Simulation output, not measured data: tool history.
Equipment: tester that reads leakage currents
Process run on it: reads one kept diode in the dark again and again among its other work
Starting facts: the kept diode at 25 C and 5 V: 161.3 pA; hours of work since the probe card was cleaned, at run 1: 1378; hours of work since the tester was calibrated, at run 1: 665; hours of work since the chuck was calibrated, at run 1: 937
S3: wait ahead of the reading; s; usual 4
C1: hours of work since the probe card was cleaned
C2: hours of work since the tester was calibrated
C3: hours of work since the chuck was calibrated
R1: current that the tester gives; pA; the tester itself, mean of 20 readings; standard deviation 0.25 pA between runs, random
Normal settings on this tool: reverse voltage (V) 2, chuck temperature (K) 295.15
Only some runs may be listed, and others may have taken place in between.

run 1 hour=0 | reverse_voltage_(V)=2 chuck_temperature_(K)=295.15 S3=4 | C1=1378 C2=665 C3=937 | R1=83.01
run 2 hour=146.5 | reverse_voltage_(V)=2 chuck_temperature_(K)=295.15 S3=4 | C1=1468 C2=754 C3=1027 | R1=83.22
-- hour=265.9 chuck's temperature calibrated
run 3 hour=307.3 | reverse_voltage_(V)=2 chuck_temperature_(K)=295.15 S3=4 | C1=1565 C2=852 C3=25 | R1=82.67
run 4 hour=508 | reverse_voltage_(V)=2 chuck_temperature_(K)=295.15 S3=4 | C1=1688 C2=975 C3=149 | R1=83.41
run 5 hour=734.6 | reverse_voltage_(V)=2 chuck_temperature_(K)=295.15 S3=4 | C1=1827 C2=1114 C3=288 | R1=83.31
run 6 hour=984.5 | reverse_voltage_(V)=2 chuck_temperature_(K)=295.15 S3=4 | C1=1981 C2=1268 C3=441 | R1=82.71
run 7 hour=1186.1 | reverse_voltage_(V)=2 chuck_temperature_(K)=295.15 S3=4 | C1=2104 C2=1391 C3=565 | R1=82.51
run 8 hour=1389.7 | reverse_voltage_(V)=2 chuck_temperature_(K)=295.15 S3=4 | C1=2229 C2=1516 C3=690 | R1=82.95
run 9 hour=1537.7 | reverse_voltage_(V)=2 chuck_temperature_(K)=295.15 S3=4 | C1=2320 C2=1607 C3=781 | R1=83.34
run 10 hour=1706 | reverse_voltage_(V)=2 chuck_temperature_(K)=295.15 S3=4 | C1=2424 C2=1710 C3=884 | R1=83.1
run 11 hour=1888.8 | reverse_voltage_(V)=2 chuck_temperature_(K)=295.15 S3=4 | C1=2536 C2=1823 C3=996 | R1=83.05
-- hour=2046.6 chuck's temperature calibrated
run 12 hour=2124.9 | reverse_voltage_(V)=2 chuck_temperature_(K)=304.15 S3=4 | C1=2679 C2=1966 C3=48 | R1=192.16
run 13 hour=2325.9 | reverse_voltage_(V)=2 chuck_temperature_(K)=304.15 S3=4 | C1=2803 C2=2090 C3=171 | R1=192.51
-- hour=2388.4 tester calibrated
run 14 hour=2555.7 | reverse_voltage_(V)=5.82 chuck_temperature_(K)=301.15 S3=0.82 | C1=2943 C2=103 C3=311 | R1=227.63
run 15 hour=2813.4 | reverse_voltage_(V)=1.32 chuck_temperature_(K)=297.15 S3=7.03 | C1=3101 C2=261 C3=469 | R1=84.33
run 16 hour=2984 | reverse_voltage_(V)=1.32 chuck_temperature_(K)=297.15 S3=7.03 | C1=3206 C2=366 C3=574 | R1=84.34
run 17 hour=3269.5 | reverse_voltage_(V)=11.31 chuck_temperature_(K)=297.15 S3=2.6 | C1=3381 C2=541 C3=749 | R1=206.81
run 18 hour=3394.3 | reverse_voltage_(V)=10.7 chuck_temperature_(K)=320.15 S3=1.41 | C1=3457 C2=617 C3=826 | R1=1549.21
run 19 hour=3647.4 | reverse_voltage_(V)=1.47 chuck_temperature_(K)=320.15 S3=4 | C1=3613 C2=773 C3=981 | R1=675.47
-- hour=3835.5 chuck's temperature calibrated
run 20 hour=3852.1 | reverse_voltage_(V)=1.46 chuck_temperature_(K)=295.15 S3=4 | C1=3737 C2=897 C3=10 | R1=72.9
run 21 hour=4037.5 | reverse_voltage_(V)=1.61 chuck_temperature_(K)=310.15 S3=4.87 | C1=3851 C2=1011 C3=124 | R1=300.04
-- hour=4125.8 probe card cleaned and baked
run 22 hour=4292.8 | reverse_voltage_(V)=2 chuck_temperature_(K)=305.15 S3=7.89 | C1=102 C2=1166 C3=279 | R1=210.97
run 23 hour=4582.5 | reverse_voltage_(V)=1.62 chuck_temperature_(K)=325.15 S3=4 | C1=280 C2=1344 C3=457 | R1=1056.94
run 24 hour=4842 | reverse_voltage_(V)=14.09 chuck_temperature_(K)=311.15 S3=4 | C1=440 C2=1503 C3=616 | R1=805.97
run 25 hour=4985.5 | reverse_voltage_(V)=2 chuck_temperature_(K)=297.15 S3=4 | C1=528 C2=1591 C3=704 | R1=100.39

Across each entry between runs, compare the hidden state at the last listed run before it with the hidden state at the first listed run after it:
Between runs 2 and 3: chuck's temperature calibrated (hour 265.9)
  true chuck temperature over the reading, C: 0.01 -> 0
  measured less the result without the state, R1: +0.1 -> +0.03 pA
Between runs 11 and 12: chuck's temperature calibrated (hour 2046.6)
  true chuck temperature over the reading, C: 0.01 -> 0
  measured less the result without the state, R1: +0.11 -> +0 pA
Between runs 13 and 14: tester calibrated (hour 2388.4)
  stray current of the dirty probe card, pA a volt: 0.027 -> 0.028; current scale over the true one, %: -0.01 -> 0
  measured less the result without the state, R1: +0.03 -> +0.1 pA
Between runs 19 and 20: chuck's temperature calibrated (hour 3835.5)
  stray current of the dirty probe card, pA a volt: 0.029 -> 0.03; true chuck temperature over the reading, C: 0.01 -> 0
  measured less the result without the state, R1: +0.54 -> +0.01 pA
Between runs 21 and 22: probe card cleaned and baked (hour 4125.8)
  stray current of the dirty probe card, pA a volt: 0.03 -> 0.02
  measured less the result without the state, R1: +0.04 -> +0.05 pA

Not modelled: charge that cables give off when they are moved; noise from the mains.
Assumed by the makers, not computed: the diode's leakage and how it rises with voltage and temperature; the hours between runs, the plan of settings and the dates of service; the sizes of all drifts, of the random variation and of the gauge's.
